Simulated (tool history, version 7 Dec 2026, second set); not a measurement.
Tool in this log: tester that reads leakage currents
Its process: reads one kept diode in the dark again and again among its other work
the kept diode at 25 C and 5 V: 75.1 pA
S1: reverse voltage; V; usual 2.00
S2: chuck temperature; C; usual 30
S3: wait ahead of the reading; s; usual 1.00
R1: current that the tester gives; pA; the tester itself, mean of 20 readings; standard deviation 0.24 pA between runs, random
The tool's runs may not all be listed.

Run 1, day 0.000: usual settings. Result: R1 70.98 pA.
Run 2, day 6.333: usual settings. Result: R1 68.40 pA.
Run 3, day 16.629: usual settings. Result: R1 64.34 pA.
At day 17.267: chuck's temperature calibrated.
Run 4, day 26.150: usual settings but S1 2.33 V. Result: R1 80.63 pA.
Run 5, day 36.671: usual settings but S1 2.33 V. Result: R1 76.38 pA.
Run 6, day 47.396: usual settings. Result: R1 66.56 pA.
At day 53.858: chuck's temperature calibrated.
Run 7, day 57.554: usual settings but S1 8.31 V, S3 0.60 s. Result: R1 164.98 pA.
Run 8, day 69.062: usual settings but S1 1.04 V, S2 38 C. Result: R1 105.01 pA.
Run 9, day 78.733: usual settings but S1 1.04 V, S2 38 C. Result: R1 100.11 pA.
Run 10, day 85.125: usual settings but S1 4.01 V, S2 23 C, S3 1.73 s. Result: R1 56.39 pA.
At day 90.692: chuck's temperature calibrated.
Run 11, day 90.867: usual settings but S2 55 C, S3 0.36 s. Result: R1 586.74 pA.

Consider 5 possible next runs. They are alternatives, not a sequence: every one starts from the tool as it was left by run 11. What does each give?
Run A, day 99.162: usual settings but S1 1.78 V, S3 2.65 s. Result: R1 ?.
Run B, day 99.162: usual settings but S2 28 C. Result: R1 ?.
Run C, day 99.162: usual settings but S1 17.81 V, S2 32 C, S3 0.37 s. Result: R1 ?.
Run D, day 99.162: usual settings but S1 15.61 V, S2 51 C. Result: R1 ?.
Run E, day 99.162: usual settings but S1 4.30 V, S2 29 C, S3 0.36 s. Result: R1 ?.

run       R1
  A    73.37
  B    66.28
  C   298.72
  D  1128.05
  E   109.09
Without the tool's unlogged condition, the same runs would have read:
run       R1
  A    72.03
  B    64.15
  C   266.86
  D  1126.61
  E   102.98
